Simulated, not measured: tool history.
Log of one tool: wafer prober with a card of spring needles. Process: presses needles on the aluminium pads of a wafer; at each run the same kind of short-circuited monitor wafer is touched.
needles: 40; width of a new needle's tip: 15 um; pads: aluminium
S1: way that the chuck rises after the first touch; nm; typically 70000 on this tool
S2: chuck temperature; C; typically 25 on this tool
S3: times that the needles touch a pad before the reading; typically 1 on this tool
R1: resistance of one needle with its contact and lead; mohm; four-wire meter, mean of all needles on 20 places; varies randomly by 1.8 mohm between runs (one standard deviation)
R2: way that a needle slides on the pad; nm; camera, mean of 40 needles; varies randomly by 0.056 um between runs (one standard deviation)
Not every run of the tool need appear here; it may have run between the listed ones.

run    day     S1  S2  S3   R1     R2
  1      0  70000  25   1  210  18270
     0.129  -- tips cleaned on abrasive film
     0.342  -- tips cleaned on abrasive film
  2  0.488  69000  25   1  226  17870
     0.533  -- tips cleaned on abrasive film
     0.746  -- tips cleaned on abrasive film
     0.912  -- tips cleaned on abrasive film
     1.125  -- tips cleaned on abrasive film
     1.338  -- tips cleaned on abrasive film
  3    1.5  69000  25   2  217  17790
     1.546  -- tips cleaned on abrasive film
     1.758  -- tips cleaned on abrasive film
     1.971  -- tips cleaned on abrasive film
  4  2.133  69000  25   2  213  17860
     2.179  -- tips cleaned on abrasive film
     2.392  -- tips cleaned on abrasive film
     2.562  -- tips cleaned on abrasive film
     2.729  -- tips cleaned on abrasive film
     2.942  -- tips cleaned on abrasive film
     3.154  -- tips cleaned on abrasive film
  5  3.171  69000  25   2  192  17670
     3.338  -- tips cleaned on abrasive film
      3.55  -- tips cleaned on abrasive film
     3.721  -- tips cleaned on abrasive film
     3.933  -- tips cleaned on abrasive film
  6  4.038  70000  25   1  222  17840
     4.121  -- tips cleaned on abrasive film
     4.292  -- tips cleaned on abrasive film
     4.504  -- tips cleaned on abrasive film
  7  4.658  70000  25   1  230  17760
     4.704  -- tips cleaned on abrasive film
     4.875  -- tips cleaned on abrasive film
     5.088  -- tips cleaned on abrasive film
  8  5.229  55000  29   1  260  13790
     5.275  -- tips cleaned on abrasive film
     5.288  -- height of the first contact set anew
     5.458  -- tips cleaned on abrasive film
     5.671  -- tips cleaned on abrasive film
     5.883  -- tips cleaned on abrasive film
     6.096  -- tips cleaned on abrasive film
  9    6.2  67000  72   3  212  16550
     6.288  -- tips cleaned on abrasive film
       6.5  -- tips cleaned on abrasive film
     6.671  -- tips cleaned on abrasive film
     6.883  -- tips cleaned on abrasive film
 10  6.954  58000  25   2  219  13960
     7.083  -- tips cleaned on abrasive film
     7.296  -- tips cleaned on abrasive film
     7.508  -- tips cleaned on abrasive film
     7.721  -- tips cleaned on abrasive film
     7.929  -- tips cleaned on abrasive film
 11  7.992  58000  25   2  212  14000

Predict the results of run 12:
     8.121  -- tips cleaned on abrasive film
     8.292  -- tips cleaned on abrasive film
     8.504  -- tips cleaned on abrasive film
     8.717  -- tips cleaned on abrasive film
     8.888  -- tips cleaned on abrasive film
 12  9.038  86000  25   2   ?   ?

Run 12 came out at R1 205 mohm, R2 21190 nm.
Without the tool's hidden state the same run would have given R1 181 mohm, R2 22490 nm.
